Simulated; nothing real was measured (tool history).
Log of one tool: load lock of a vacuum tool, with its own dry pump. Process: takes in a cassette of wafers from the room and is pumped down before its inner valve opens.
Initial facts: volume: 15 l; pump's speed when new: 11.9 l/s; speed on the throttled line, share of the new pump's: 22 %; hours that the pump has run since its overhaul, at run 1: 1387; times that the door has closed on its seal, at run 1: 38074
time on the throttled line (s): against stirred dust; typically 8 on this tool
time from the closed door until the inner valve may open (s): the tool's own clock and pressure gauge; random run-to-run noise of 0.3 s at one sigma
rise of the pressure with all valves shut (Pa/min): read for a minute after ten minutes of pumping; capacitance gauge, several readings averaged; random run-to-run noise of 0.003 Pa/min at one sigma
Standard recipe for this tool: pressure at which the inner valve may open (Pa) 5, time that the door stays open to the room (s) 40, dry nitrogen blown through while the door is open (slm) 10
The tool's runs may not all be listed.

| run | day | time on the throttled line (s) | pressure at which the inner valve may open (Pa) | time that the door stays open to the room (s) | dry nitrogen blown through while the door is open (slm) | hours that the pump has run since its overhaul | times that the door has closed on its seal | incoming humidity of the room's air, % | time from the closed door until the inner valve may open (s) | rise of the pressure with all valves shut (Pa/min) |
|---|---|---|---|---|---|---|---|---|---|---|
| 1 | 0.000 | 8 | 5 | 40 | 10 | 1387 | 38074 | 46.1 | 18.8 | 0.054 |
| 2 | 2.850 | 8 | 6 | 40 | 10 | 1456 | 38389 | 44.9 | 18.9 | 0.059 |
| 3 | 7.517 | 8 | 5 | 40 | 10 | 1568 | 38905 | 45.9 | 19.0 | 0.060 |
| 4 | 11.283 | 8 | 5 | 40 | 10 | 1658 | 39321 | 44.4 | 18.5 | 0.052 |
| 5 | 14.938 | 8 | 5 | 40 | 10 | 1746 | 39724 | 46.7 | 18.6 | 0.057 |
| 6 | 17.642 | 8 | 5 | 40 | 10 | 1811 | 40023 | 44.4 | 18.8 | 0.052 |
| 7 | 20.650 | 8 | 5 | 40 | 10 | 1883 | 40356 | 45.6 | 18.4 | 0.048 |
| 8 | 23.521 | 8 | 8 | 40 | 10 | 1952 | 40673 | 45.0 | 18.1 | 0.051 |
| 9 | 26.129 | 8 | 5 | 40 | 10 | 2015 | 40961 | 43.2 | 19.3 | 0.050 |
| 10 | 29.754 | 8 | 5 | 40 | 10 | 2102 | 41361 | 43.8 | 19.2 | 0.049 |
| 11 | 31.825 | 8 | 5 | 40 | 7 | 2151 | 41590 | 47.3 | 18.8 | 0.058 |
| 12 | 33.862 | 8 | 5 | 43 | 7 | 2200 | 41815 | 43.3 | 19.1 | 0.063 |
| 13 | 36.762 | 8 | 5 | 43 | 14 | 2270 | 42135 | 44.2 | 19.1 | 0.046 |
| 14 | 40.825 | 8 | 5 | 43 | 14 | 2367 | 42584 | 47.0 | 19.1 | 0.047 |
| 15 | 43.812 | 5 | 5 | 40 | 10 | 2439 | 42914 | 45.8 | 16.5 | 0.053 |
| 16 | 47.942 | 8 | 5 | 40 | 27 | 2538 | 43370 | 43.9 | 18.5 | 0.036 |
| 17 | 52.533 | 8 | 5 | 40 | 10 | 2648 | 43878 | 47.7 | 18.7 | 0.052 |
| 18 | 55.200 | 8 | 5 | 40 | 10 | 2712 | 44172 | 44.8 | 18.8 | 0.056 |
| 19 | 59.771 | 7 | 5 | 25 | 5 | 2822 | 44677 | 43.9 | 18.6 | 0.056 |
| 20 | 62.350 | 7 | 5 | 25 | 5 | 2884 | 44962 | 43.3 | 18.1 | 0.053 |
| 21 | 64.392 | 12 | 7 | 44 | 10 | 2933 | 45188 | 47.2 | 21.6 | 0.063 |

Run 22 is up next; what results do you expect?
| 22 | 67.017 | 14 | 5 | 146 | 7 | 2996 | 45478 | 47.9 | ? | ? |

{"run 22": {"time from the closed door until the inner valve may open (s)": 23.5, "rise of the pressure with all valves shut (Pa/min)": 0.106}}
Were there no unlogged condition in the tool, this run, its random variation unchanged, would have produced time from the closed door until the inner valve may open (s) 23.5, rise of the pressure with all valves shut (Pa/min) 0.105.
